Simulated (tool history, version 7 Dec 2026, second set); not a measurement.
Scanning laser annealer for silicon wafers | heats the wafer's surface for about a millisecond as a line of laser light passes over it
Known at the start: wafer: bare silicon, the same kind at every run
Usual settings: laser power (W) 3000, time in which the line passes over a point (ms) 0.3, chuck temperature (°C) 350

run	hour	laser power (W)	time in which the line passes over a point (ms)	chuck temperature (°C)	highest temperature of the surface (°C)
1	0	3000	0.3	350	1132
2	20.7	3000	0.3	350	1133
3	34.4	3000	0.306	350	1138
4	58	3000	0.306	350	1137
5	85.1	3000	0.306	350	1136
6	96.4	3000	0.306	350	1140
7	123.6	3000	0.306	350	1137
8	140.8	3000	0.306	363	1154
9	168.6	3000	0.3	388	1164
10	193	3000	0.31	350	1138
11	213.3	3000	0.3	350	1127
# hour 225.8: window over the wafer cleaned
12	235.2	3000	0.215	350	1029
13	250.8	3000	0.3	378	1176
14	266.4	3000	0.3	378	1172
15	287.1	3153	0.3	350	1188
16	314.2	3153	0.3	350	1192
17	325.7	3153	0.3	350	1187
18	344.7	3049	0.3	324	1131
19	365.7	2889	0.295	333	1090
20	389	2889	0.295	333	1088
21	415.5	2889	0.295	333	1089
22	431.1	2692	0.333	382	1117
23	448.9	3000	0.3	354	1143
24	472.2	3000	0.3	354	1146
25	495.5	3000	0.3	354	1143
26	518.9	3000	0.311	348	1152
27	539.2	3000	0.362	311	1173
28	566.6	3000	0.362	311	1168
29	591.8	3000	0.362	365	1226
30	617.2	3000	0.362	378	1237
31	631.6	3000	0.362	378	1238
32	653.1	3024	0.362	373	1241

The same runs without the tool's hidden state, with the same run-to-run variation:
The hidden state here: light that passes the window, % of a clean one's; laser's true power over the reading, %; width of the line over the set one, %; drift of the gauge itself on peak_c, C.
run	highest temperature of the surface (°C)
1	1156
2	1157
3	1163
4	1163
5	1163
6	1167
7	1165
8	1183
9	1193
10	1168
11	1157
12	1037
13	1186
14	1183
15	1200
16	1204
17	1200
18	1144
19	1103
20	1101
21	1103
22	1131
23	1159
24	1163
25	1160
26	1170
27	1194
28	1190
29	1248
30	1260
31	1261
32	1265
